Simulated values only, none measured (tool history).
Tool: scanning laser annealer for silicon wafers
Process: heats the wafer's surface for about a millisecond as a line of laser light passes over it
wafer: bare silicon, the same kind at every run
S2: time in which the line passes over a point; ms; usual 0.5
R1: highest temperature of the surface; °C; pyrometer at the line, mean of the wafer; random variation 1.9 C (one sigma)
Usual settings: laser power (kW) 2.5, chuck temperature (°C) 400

run 1 hour=0 | laser_power_(kW)=2.5 S2=0.5 chuck_temperature_(°C)=400 | R1=1141
run 2 hour=53.4 | laser_power_(kW)=2.5 S2=0.5 chuck_temperature_(°C)=400 | R1=1142
run 3 hour=129.2 | laser_power_(kW)=2.5 S2=0.5 chuck_temperature_(°C)=400 | R1=1139
run 4 hour=168.6 | laser_power_(kW)=2.298 S2=0.5 chuck_temperature_(°C)=400 | R1=1074
run 5 hour=251.9 | laser_power_(kW)=2.298 S2=0.5 chuck_temperature_(°C)=396 | R1=1070
run 6 hour=330.5 | laser_power_(kW)=2.298 S2=0.5 chuck_temperature_(°C)=396 | R1=1069
run 7 hour=384.8 | laser_power_(kW)=2.5 S2=0.5 chuck_temperature_(°C)=400 | R1=1132
run 8 hour=444.8 | laser_power_(kW)=2.5 S2=0.5 chuck_temperature_(°C)=400 | R1=1130
run 9 hour=517.7 | laser_power_(kW)=2.5 S2=0.5 chuck_temperature_(°C)=400 | R1=1127
run 10 hour=558.4 | laser_power_(kW)=2.5 S2=0.5 chuck_temperature_(°C)=400 | R1=1127
run 11 hour=605.1 | laser_power_(kW)=2.5 S2=0.5 chuck_temperature_(°C)=400 | R1=1124
run 12 hour=641 | laser_power_(kW)=2.5 S2=0.5 chuck_temperature_(°C)=400 | R1=1121
run 13 hour=677.4 | laser_power_(kW)=2.5 S2=0.5 chuck_temperature_(°C)=400 | R1=1124
run 14 hour=712.5 | laser_power_(kW)=2.5 S2=0.5 chuck_temperature_(°C)=400 | R1=1124
run 15 hour=764.7 | laser_power_(kW)=2.5 S2=0.5 chuck_temperature_(°C)=400 | R1=1123
run 16 hour=817.1 | laser_power_(kW)=2.5 S2=0.44 chuck_temperature_(°C)=400 | R1=1078
run 17 hour=870.1 | laser_power_(kW)=2.5 S2=0.44 chuck_temperature_(°C)=400 | R1=1077
-- hour=899.4 optics aligned, line set to its width
run 18 hour=956.2 | laser_power_(kW)=2.5 S2=0.44 chuck_temperature_(°C)=400 | R1=1094
-- hour=1019 window over the wafer cleaned
run 19 hour=1037.3 | laser_power_(kW)=2.5 S2=0.44 chuck_temperature_(°C)=400 | R1=1119
run 20 hour=1113.7 | laser_power_(kW)=2.5 S2=0.5 chuck_temperature_(°C)=407 | R1=1166
run 21 hour=1165.3 | laser_power_(kW)=2.5 S2=0.5 chuck_temperature_(°C)=407 | R1=1166
run 22 hour=1244 | laser_power_(kW)=2.222 S2=0.484 chuck_temperature_(°C)=415 | R1=1069
run 23 hour=1320.2 | laser_power_(kW)=2.668 S2=0.438 chuck_temperature_(°C)=400 | R1=1160
run 24 hour=1387.3 | laser_power_(kW)=2.592 S2=0.426 chuck_temperature_(°C)=432 | R1=1162
-- hour=1396.9 laser's power meter calibrated
run 25 hour=1457 | laser_power_(kW)=2.592 S2=0.426 chuck_temperature_(°C)=432 | R1=1155
run 26 hour=1512.8 | laser_power_(kW)=2.5 S2=0.472 chuck_temperature_(°C)=417 | R1=1143
run 27 hour=1587.5 | laser_power_(kW)=2.479 S2=0.451 chuck_temperature_(°C)=397 | R1=1102
-- hour=1614 laser's power meter calibrated, once more
run 28 hour=1651.1 | laser_power_(kW)=2.479 S2=0.451 chuck_temperature_(°C)=397 | R1=1102
run 29 hour=1707.5 | laser_power_(kW)=2.748 S2=0.602 chuck_temperature_(°C)=421 | R1=1321
run 30 hour=1772.8 | laser_power_(kW)=2.748 S2=0.602 chuck_temperature_(°C)=421 | R1=1319
run 31 hour=1856.8 | laser_power_(kW)=2.748 S2=0.602 chuck_temperature_(°C)=421 | R1=1313
run 32 hour=1907.5 | laser_power_(kW)=2.254 S2=0.37 chuck_temperature_(°C)=418 | R1=997
run 33 hour=1958.7 | laser_power_(kW)=2.469 S2=0.372 chuck_temperature_(°C)=400 | R1=1033
run 34 hour=2041.3 | laser_power_(kW)=2.515 S2=0.372 chuck_temperature_(°C)=400 | R1=1046
run 35 hour=2089.4 | laser_power_(kW)=2.182 S2=0.434 chuck_temperature_(°C)=407 | R1=1004
run 36 hour=2131.6 | laser_power_(kW)=2.5 S2=0.428 chuck_temperature_(°C)=375 | R1=1062
run 37 hour=2167.8 | laser_power_(kW)=2.5 S2=0.428 chuck_temperature_(°C)=375 | R1=1058
run 38 hour=2237.9 | laser_power_(kW)=2.5 S2=0.428 chuck_temperature_(°C)=375 | R1=1058
run 39 hour=2275.5 | laser_power_(kW)=2.5 S2=0.479 chuck_temperature_(°C)=397 | R1=1116
run 40 hour=2311.7 | laser_power_(kW)=2.556 S2=0.365 chuck_temperature_(°C)=372 | R1=1017
run 41 hour=2363 | laser_power_(kW)=2.39 S2=0.598 chuck_temperature_(°C)=365 | R1=1119

3 ways to go on from here, each from the tool as it stands after run 41. What would each give?
-- hour=2427.4 window over the wafer cleaned
run A hour=2427.4 | laser_power_(kW)=2.275 S2=0.356 chuck_temperature_(°C)=395 | R1=?
-- hour=2427.4 window over the wafer cleaned
run B hour=2427.4 | laser_power_(kW)=2.498 S2=0.5 chuck_temperature_(°C)=361 | R1=?
-- hour=2427.4 window over the wafer cleaned
run C hour=2427.4 | laser_power_(kW)=2.667 S2=0.441 chuck_temperature_(°C)=437 | R1=?

run=A R1=981
run=B R1=1115
run=C R1=1200
Without the tool's hidden state the same runs would have given:
run=A R1=990
run=B R1=1127
run=C R1=1213
